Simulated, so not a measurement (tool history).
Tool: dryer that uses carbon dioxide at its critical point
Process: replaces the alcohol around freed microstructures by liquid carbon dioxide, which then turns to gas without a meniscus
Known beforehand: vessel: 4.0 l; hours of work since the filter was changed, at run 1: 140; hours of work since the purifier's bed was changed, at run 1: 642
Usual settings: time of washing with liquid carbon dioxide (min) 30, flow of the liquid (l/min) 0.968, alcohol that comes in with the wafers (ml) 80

| run | hour | time of washing with liquid carbon dioxide (min) | flow of the liquid (l/min) | alcohol that comes in with the wafers (ml) | hours of work since the filter was changed | hours of work since the purifier's bed was changed | alcohol left in the vessel before it's heated (ppm by volume) |
|---|---|---|---|---|---|---|---|
| 1 | 0.0 | 30 | 0.968 | 80 | 140 | 642 | 120 |
| 2 | 24.3 | 30 | 0.968 | 80 | 159 | 661 | 120 |
| 3 | 53.5 | 30 | 0.995 | 80 | 181 | 683 | 109 |
| 4 | 80.6 | 30 | 0.995 | 80 | 202 | 704 | 109 |
| 5 | 108.0 | 30 | 0.968 | 80 | 223 | 726 | 143 |
| 6 | 123.6 | 30 | 0.968 | 80 | 236 | 738 | 138 |
| 7 | 148.9 | 30 | 0.968 | 80 | 255 | 757 | 139 |
| 8 | 174.6 | 30 | 1.020 | 80 | 275 | 777 | 134 |
| 9 | 202.0 | 30 | 0.968 | 80 | 296 | 798 | 143 |
|  | 224.3 | inlet filter changed |
| 10 | 227.5 | 30 | 0.968 | 80 | 2 | 817 | 122 |
| 11 | 241.9 | 30 | 0.968 | 80 | 14 | 829 | 120 |
| 12 | 262.7 | 30 | 0.968 | 80 | 30 | 845 | 141 |
| 13 | 292.6 | 30 | 0.968 | 80 | 53 | 868 | 137 |
| 14 | 306.0 | 30 | 0.968 | 80 | 63 | 878 | 123 |
| 15 | 322.7 | 30 | 0.968 | 80 | 76 | 891 | 133 |
| 16 | 349.4 | 30 | 0.968 | 80 | 97 | 912 | 138 |
| 17 | 376.4 | 30 | 0.968 | 80 | 118 | 933 | 144 |
| 18 | 397.1 | 30 | 0.968 | 80 | 134 | 949 | 142 |
| 19 | 416.7 | 25 | 0.968 | 22 | 149 | 964 | 140 |
| 20 | 431.5 | 23 | 0.582 | 22 | 161 | 976 | 492 |
| 21 | 444.1 | 22 | 0.761 | 40 | 170 | 985 | 453 |
| 22 | 462.1 | 28 | 0.968 | 80 | 184 | 999 | 186 |
| 23 | 491.4 | 47 | 0.766 | 47 | 207 | 1022 | 108 |
| 24 | 507.5 | 21 | 0.968 | 80 | 219 | 1034 | 446 |
| 25 | 528.5 | 24 | 0.968 | 57 | 236 | 1051 | 251 |

What if the next run were any one of these 3? Each begins from the tool's condition after run 25:
| A | 542.0 | 42 | 0.781 | 80 | 246 | 1061 | ? |
| B | 542.0 | 31 | 1.563 | 32 | 246 | 1061 | ? |
| C | 542.0 | 24 | 0.610 | 57 | 246 | 1061 | ? |

| run | alcohol left in the vessel before it's heated (ppm by volume) |
|---|---|
| A | 137 |
| B | 120 |
| C | 936 |
Take away the tool's hidden state, keep each run's random variation, and the runs would have read:
| run | alcohol left in the vessel before it's heated (ppm by volume) |
|---|---|
| A | 20 |
| B | 12 |
| C | 661 |

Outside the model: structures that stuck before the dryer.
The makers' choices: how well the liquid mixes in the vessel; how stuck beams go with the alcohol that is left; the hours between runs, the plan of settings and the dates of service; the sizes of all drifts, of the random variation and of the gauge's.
